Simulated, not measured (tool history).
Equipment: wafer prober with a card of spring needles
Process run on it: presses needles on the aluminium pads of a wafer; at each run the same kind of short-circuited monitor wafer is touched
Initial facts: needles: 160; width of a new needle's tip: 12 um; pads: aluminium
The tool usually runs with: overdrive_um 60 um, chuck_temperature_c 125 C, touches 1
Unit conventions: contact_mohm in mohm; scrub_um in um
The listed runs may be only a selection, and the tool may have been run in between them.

run 1 day=0.000 | overdrive_um=60 chuck_temperature_c=125 touches=1 | contact_mohm=239 scrub_um=8.79
-- day=0.188 tips cleaned on abrasive film
run 2 day=0.717 | overdrive_um=43 chuck_temperature_c=125 touches=1 | contact_mohm=245 scrub_um=6.32
-- day=1.212 tips cleaned on abrasive film
run 3 day=1.267 | overdrive_um=43 chuck_temperature_c=125 touches=1 | contact_mohm=243 scrub_um=6.32
run 4 day=2.012 | overdrive_um=60 chuck_temperature_c=125 touches=1 | contact_mohm=239 scrub_um=8.79
-- day=2.288 tips cleaned on abrasive film
run 5 day=2.392 | overdrive_um=60 chuck_temperature_c=125 touches=1 | contact_mohm=241 scrub_um=8.74
run 6 day=3.058 | overdrive_um=60 chuck_temperature_c=125 touches=1 | contact_mohm=236 scrub_um=8.79
-- day=3.329 tips cleaned on abrasive film
-- day=3.542 height of the first contact set anew
run 7 day=3.612 | overdrive_um=60 chuck_temperature_c=125 touches=1 | contact_mohm=239 scrub_um=8.71
run 8 day=4.058 | overdrive_um=60 chuck_temperature_c=125 touches=1 | contact_mohm=240 scrub_um=8.75
-- day=4.375 tips cleaned on abrasive film
run 9 day=4.817 | overdrive_um=60 chuck_temperature_c=125 touches=1 | contact_mohm=237 scrub_um=8.65
-- day=5.429 tips cleaned on abrasive film
run 10 day=5.504 | overdrive_um=60 chuck_temperature_c=125 touches=1 | contact_mohm=237 scrub_um=8.66
run 11 day=6.000 | overdrive_um=60 chuck_temperature_c=125 touches=1 | contact_mohm=238 scrub_um=8.61
-- day=6.475 tips cleaned on abrasive film
-- day=6.592 gauge calibrated
run 12 day=6.692 | overdrive_um=60 chuck_temperature_c=125 touches=1 | contact_mohm=240 scrub_um=8.79
run 13 day=7.417 | overdrive_um=60 chuck_temperature_c=125 touches=1 | contact_mohm=238 scrub_um=8.85
-- day=7.500 tips cleaned on abrasive film
run 14 day=7.817 | overdrive_um=60 chuck_temperature_c=125 touches=1 | contact_mohm=240 scrub_um=8.80
run 15 day=8.446 | overdrive_um=60 chuck_temperature_c=125 touches=1 | contact_mohm=236 scrub_um=8.80
-- day=8.575 tips cleaned on abrasive film
run 16 day=9.171 | overdrive_um=60 chuck_temperature_c=125 touches=1 | contact_mohm=237 scrub_um=8.75
-- day=9.600 tips cleaned on abrasive film
run 17 day=9.896 | overdrive_um=60 chuck_temperature_c=125 touches=1 | contact_mohm=239 scrub_um=8.74
run 18 day=10.358 | overdrive_um=77 chuck_temperature_c=94 touches=1 | contact_mohm=228 scrub_um=11.18
-- day=10.654 tips cleaned on abrasive film
run 19 day=10.812 | overdrive_um=77 chuck_temperature_c=94 touches=1 | contact_mohm=226 scrub_um=11.15
run 20 day=11.254 | overdrive_um=77 chuck_temperature_c=94 touches=1 | contact_mohm=225 scrub_um=11.17
run 21 day=11.571 | overdrive_um=77 chuck_temperature_c=94 touches=1 | contact_mohm=229 scrub_um=11.16
-- day=11.704 tips cleaned on abrasive film
run 22 day=12.212 | overdrive_um=45 chuck_temperature_c=94 touches=3 | contact_mohm=232 scrub_um=6.49
-- day=12.762 tips cleaned on abrasive film
-- day=12.829 gauge calibrated
run 23 day=12.929 | overdrive_um=54 chuck_temperature_c=29 touches=2 | contact_mohm=213 scrub_um=7.95
run 24 day=13.317 | overdrive_um=54 chuck_temperature_c=29 touches=2 | contact_mohm=215 scrub_um=7.96
run 25 day=13.662 | overdrive_um=47 chuck_temperature_c=125 touches=1 | contact_mohm=244 scrub_um=6.91
-- day=13.821 tips cleaned on abrasive film
run 26 day=14.383 | overdrive_um=47 chuck_temperature_c=125 touches=1 | contact_mohm=241 scrub_um=6.88
-- day=14.875 tips cleaned on abrasive film
run 27 day=14.921 | overdrive_um=47 chuck_temperature_c=125 touches=1 | contact_mohm=245 scrub_um=6.88
run 28 day=15.654 | overdrive_um=46 chuck_temperature_c=110 touches=2 | contact_mohm=237 scrub_um=6.71
-- day=15.900 tips cleaned on abrasive film
run 29 day=16.288 | overdrive_um=60 chuck_temperature_c=125 touches=2 | contact_mohm=235 scrub_um=8.71
run 30 day=16.875 | overdrive_um=41 chuck_temperature_c=30 touches=1 | contact_mohm=218 scrub_um=5.98
-- day=16.925 tips cleaned on abrasive film
run 31 day=17.525 | overdrive_um=44 chuck_temperature_c=30 touches=2 | contact_mohm=218 scrub_um=6.39
-- day=17.975 tips cleaned on abrasive film
run 32 day=18.021 | overdrive_um=46 chuck_temperature_c=71 touches=3 | contact_mohm=231 scrub_um=6.67
run 33 day=18.533 | overdrive_um=66 chuck_temperature_c=71 touches=2 | contact_mohm=225 scrub_um=9.52
run 34 day=18.871 | overdrive_um=66 chuck_temperature_c=71 touches=2 | contact_mohm=225 scrub_um=9.52

Some steps in scrub_um between neighbouring runs. How much of each would the tool show without its hidden state too (settings, what came in, random variation), and how much is left for the hidden state, with any gauge scatter that isn't in both results?
The hidden state here: debris on the tips, nm; way that the needles fall short of the set height, um; tips' diameter, um; drift of the gauge itself on contact_mohm, %; drift of the gauge itself on scrub_um, %.
Run 11 -> 12: tips cleaned on abrasive film, gauge calibrated. scrub_um +0.18 um: hidden state +0.17, all else +0.01.
Run 21 -> 22: overdrive_um 77 -> 45, touches 1 -> 3, tips cleaned on abrasive film. scrub_um -4.67 um: hidden state +0.06, all else -4.73.
Run 22 -> 23: overdrive_um 45 -> 54, chuck_temperature_c 94 -> 29, touches 3 -> 2, tips cleaned on abrasive film, gauge calibrated. scrub_um +1.46 um: hidden state +0.12, all else +1.34.
Run 29 -> 30: overdrive_um 60 -> 41, chuck_temperature_c 125 -> 30, touches 2 -> 1. scrub_um -2.73 um: hidden state +0.02, all else -2.75.
Run 32 -> 33: overdrive_um 46 -> 66, touches 3 -> 2. scrub_um +2.85 um: hidden state -0.08, all else +2.93.

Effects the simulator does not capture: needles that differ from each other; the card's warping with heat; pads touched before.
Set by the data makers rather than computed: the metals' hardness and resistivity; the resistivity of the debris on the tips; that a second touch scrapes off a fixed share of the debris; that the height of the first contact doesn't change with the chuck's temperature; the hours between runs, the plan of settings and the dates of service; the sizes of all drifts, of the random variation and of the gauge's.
